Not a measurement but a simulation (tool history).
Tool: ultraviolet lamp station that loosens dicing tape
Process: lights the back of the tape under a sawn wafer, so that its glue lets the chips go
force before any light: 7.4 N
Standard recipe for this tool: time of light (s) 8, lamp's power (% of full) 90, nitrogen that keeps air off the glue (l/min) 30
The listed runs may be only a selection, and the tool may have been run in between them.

run,day,time of light (s),lamp's power (% of full),nitrogen that keeps air off the glue (l/min),force that peels the tape off (N),light that reached the tape (J/m2)
1,0,8,90,30,0.693,6620
2,1.325,11,90,30,0.398,9280
3,3.1,11,90,30,0.406,9240
4,4.354,11,90,30,0.4,9200
5,6.788,8,90,21,0.905,6680
6,9.358,8,61,30,1.372,4520
7,11.704,8,61,30,1.347,4590
8,13.654,8,61,30,1.367,4630
9,15.996,8,90,30,0.701,6730
10,18.192,5,90,30,1.547,4240
11,19.296,5,90,30,1.557,4260
12,21.012,6,90,30,1.213,5140
13,22.746,6,90,30,1.152,5130
14,23.867,9,90,30,0.572,7600
15,25.012,8,90,30,0.698,6830
16,27.292,8,90,30,0.703,6850
17,29.733,8,90,30,0.705,6840
18,32.092,8,90,30,0.698,6650
19,33.917,8,90,30,0.713,6680
20,35.217,8,90,30,0.707,6670
21,36.962,8,90,30,0.731,6650
22,38.054,8,90,30,0.706,6800
23,39.458,13,90,30,0.329,10980
24,41.196,8,69,22,1.371,5180
25,42.9,4,62,30,3.095,2370
26,44.7,8,63,18,1.749,4760
27,46.258,7,71,16,1.878,4710
28,47.612,7,89,9,1.88,5880
29,49.608,7,89,9,1.883,5860
30,51.962,8,73,9,2.202,5510
31,53.767,8,77,30,0.944,5860
32,56.417,8,77,30,0.912,5740
33,58.367,12,66,50,0.435,7380
34,59.912,12,66,50,0.446,7400
35,62.154,8,90,27,0.775,6760
36,64.542,7,86,17,1.422,5590
37,67.092,7,87,17,1.397,5710
38,69.567,7,87,17,1.36,5700
39,72.188,7,69,17,1.856,4540
40,73.862,7,69,17,1.9,4570
41,76.362,8,65,30,1.234,4960
42,78.167,8,61,10,2.405,4640
43,80.246,8,65,10,2.27,4930
44,81.8,9,99,41,0.396,8500

Put back what was entered between runs (6 entries, withheld): which listed runs does each sit between, and how does the hidden state differ from the listed run before to the listed run after?
Between runs 8 and 9: window cleaned of glue's vapour (day 14.254)
  drift of the gauge itself on dose_mj_cm2, %: 1.26 -> 1.48
  measured minus no-state result, light that reached the tape (J/m2): +50 -> +100
Between runs 17 and 18: gauge calibrated (day 31.796)
  drift of the gauge itself on dose_mj_cm2, %: 2.75 -> 0.03
  measured minus no-state result, light that reached the tape (J/m2): +170 -> +0
Between runs 24 and 25: window cleaned of glue's vapour (day 42.579)
  drift of the gauge itself on dose_mj_cm2, %: 0.87 -> 1.03
  measured minus no-state result, light that reached the tape (J/m2): +40 -> +30
Between runs 31 and 32: gauge calibrated (day 55.817)
  drift of the gauge itself on dose_mj_cm2, %: 2.03 -> 0.06
  measured minus no-state result, light that reached the tape (J/m2): +110 -> +0
Between runs 38 and 39: window cleaned of glue's vapour (day 70.925)
  drift of the gauge itself on dose_mj_cm2, %: 1.27 -> 1.51
  measured minus no-state result, light that reached the tape (J/m2): +60 -> +60
Between runs 41 and 42: lamp changed (day 77.492)
  lamp's light, % of a new lamp's: 99.8 -> 100; drift of the gauge itself on dose_mj_cm2, %: 1.9 -> 2.06
  measured minus no-state result, light that reached the tape (J/m2): +80 -> +90
